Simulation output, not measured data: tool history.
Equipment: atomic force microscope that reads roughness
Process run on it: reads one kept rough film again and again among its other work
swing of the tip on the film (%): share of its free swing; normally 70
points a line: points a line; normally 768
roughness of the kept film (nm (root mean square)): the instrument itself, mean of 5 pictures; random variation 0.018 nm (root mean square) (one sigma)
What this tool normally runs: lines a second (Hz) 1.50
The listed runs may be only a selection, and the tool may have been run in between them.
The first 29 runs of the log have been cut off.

| run | hour | lines a second (Hz) | swing of the tip on the film (%) | points a line | pictures with this tip | hours of work since the height scale was calibrated | roughness of the kept film (nm (root mean square)) |
|---|---|---|---|---|---|---|---|
|  | 866.2 | height scale calibrated on a step standard, once more |
| 30 | 903.0 | 0.52 | 65 | 497 | 110 | 22 | 4.023 |
| 31 | 935.0 | 0.52 | 65 | 384 | 167 | 40 | 3.776 |
|  | 952.5 | new tip fitted |
| 32 | 979.8 | 0.55 | 70 | 302 | 49 | 66 | 4.242 |
| 33 | 1013.0 | 1.50 | 73 | 270 | 108 | 86 | 3.781 |
| 34 | 1054.3 | 1.50 | 73 | 270 | 182 | 110 | 3.479 |
|  | 1061.4 | new tip fitted |
| 35 | 1078.2 | 1.50 | 63 | 712 | 29 | 123 | 4.279 |
| 36 | 1108.7 | 1.87 | 69 | 916 | 84 | 141 | 3.900 |
| 37 | 1129.5 | 3.22 | 84 | 968 | 121 | 153 | 3.129 |
| 38 | 1150.6 | 2.76 | 76 | 624 | 158 | 166 | 3.285 |
|  | 1170.2 | new tip fitted |
| 39 | 1178.5 | 1.90 | 87 | 624 | 14 | 182 | 3.795 |
| 40 | 1201.1 | 0.68 | 67 | 976 | 55 | 195 | 4.244 |
| 41 | 1225.2 | 0.68 | 67 | 976 | 98 | 209 | 3.993 |
| 42 | 1255.0 | 0.65 | 80 | 755 | 151 | 227 | 3.646 |
| 43 | 1273.4 | 0.65 | 80 | 755 | 183 | 237 | 3.569 |
|  | 1280.2 | new tip fitted |
| 44 | 1313.8 | 0.65 | 80 | 755 | 60 | 261 | 4.092 |
| 45 | 1339.5 | 1.50 | 70 | 337 | 105 | 276 | 3.809 |
| 46 | 1374.2 | 1.50 | 70 | 337 | 167 | 296 | 3.568 |
|  | 1390.1 | new tip fitted |
| 47 | 1394.2 | 0.51 | 73 | 435 | 7 | 307 | 4.467 |
| 48 | 1415.0 | 0.51 | 73 | 435 | 44 | 319 | 4.258 |

The next listed run, before its measurement:
| 49 | 1440.6 | 0.55 | 84 | 827 | 90 | 334 | ? |

roughness of the kept film (nm (root mean square)): 3.963
With the hidden condition absent and the run-to-run variation left alone, this run would have shown roughness of the kept film (nm (root mean square)) 4.469.
